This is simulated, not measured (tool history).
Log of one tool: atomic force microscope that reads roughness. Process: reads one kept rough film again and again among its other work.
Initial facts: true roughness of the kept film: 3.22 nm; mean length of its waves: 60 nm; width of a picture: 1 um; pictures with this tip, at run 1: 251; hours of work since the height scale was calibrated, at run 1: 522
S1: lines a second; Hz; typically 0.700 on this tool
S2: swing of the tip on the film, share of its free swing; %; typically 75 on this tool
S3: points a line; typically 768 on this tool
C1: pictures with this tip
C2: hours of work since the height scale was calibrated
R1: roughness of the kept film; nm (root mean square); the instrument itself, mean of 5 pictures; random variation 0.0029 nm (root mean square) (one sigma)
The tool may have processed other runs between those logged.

{"run": 1, "day": 0.0, "S1": 0.7, "S2": 75, "S3": 768, "C1": 251, "C2": 522, "R1": 2.944}
{"day": 0.171, "done": "new tip fitted"}
{"run": 2, "day": 1.075, "S1": 0.7, "S2": 85, "S3": 768, "C1": 50, "C2": 539, "R1": 2.89}
{"run": 3, "day": 3.083, "S1": 0.7, "S2": 85, "S3": 768, "C1": 161, "C2": 571, "R1": 2.859}
{"run": 4, "day": 4.208, "S1": 0.7, "S2": 75, "S3": 768, "C1": 224, "C2": 590, "R1": 2.949}
{"day": 4.8, "done": "new tip fitted"}
{"run": 5, "day": 5.529, "S1": 0.7, "S2": 75, "S3": 768, "C1": 41, "C2": 611, "R1": 2.993}
{"run": 6, "day": 7.367, "S1": 0.7, "S2": 75, "S3": 768, "C1": 142, "C2": 640, "R1": 2.969}
{"run": 7, "day": 9.05, "S1": 0.7, "S2": 75, "S3": 768, "C1": 235, "C2": 668, "R1": 2.947}
{"day": 9.538, "done": "new tip fitted"}
{"run": 8, "day": 9.896, "S1": 0.7, "S2": 75, "S3": 768, "C1": 20, "C2": 681, "R1": 3.011}
{"run": 9, "day": 11.758, "S1": 0.7, "S2": 75, "S3": 768, "C1": 123, "C2": 711, "R1": 2.985}
{"run": 10, "day": 13.017, "S1": 0.7, "S2": 75, "S3": 768, "C1": 193, "C2": 731, "R1": 2.964}
{"day": 14.138, "done": "new tip fitted"}
{"run": 11, "day": 14.383, "S1": 0.7, "S2": 75, "S3": 768, "C1": 13, "C2": 753, "R1": 3.02}
{"run": 12, "day": 15.812, "S1": 0.7, "S2": 75, "S3": 768, "C1": 93, "C2": 776, "R1": 2.997}
{"run": 13, "day": 17.162, "S1": 0.7, "S2": 75, "S3": 768, "C1": 167, "C2": 798, "R1": 2.98}
{"run": 14, "day": 18.467, "S1": 0.7, "S2": 75, "S3": 768, "C1": 240, "C2": 819, "R1": 2.963}
{"day": 18.779, "done": "new tip fitted"}
{"run": 15, "day": 20.508, "S1": 0.7, "S2": 75, "S3": 768, "C1": 95, "C2": 852, "R1": 2.995}
{"run": 16, "day": 22.167, "S1": 1.155, "S2": 87, "S3": 768, "C1": 187, "C2": 879, "R1": 2.665}
{"run": 17, "day": 23.212, "S1": 1.766, "S2": 75, "S3": 768, "C1": 245, "C2": 896, "R1": 2.723}
{"day": 23.421, "done": "new tip fitted"}
{"run": 18, "day": 25.092, "S1": 1.766, "S2": 75, "S3": 768, "C1": 93, "C2": 926, "R1": 2.76}
{"run": 19, "day": 26.071, "S1": 1.766, "S2": 75, "S3": 768, "C1": 147, "C2": 942, "R1": 2.741}

What will run 20 give?
{"run": 20, "day": 27.454, "S1": 0.808, "S2": 84, "S3": 941, "C1": 224, "C2": 964, "R1": "?"}

{"run 20": {"R1": 2.834}}
Take away the tool's hidden state, keep the run-to-run variation as it was, and the same run would have given R1 2.840 nm (root mean square).
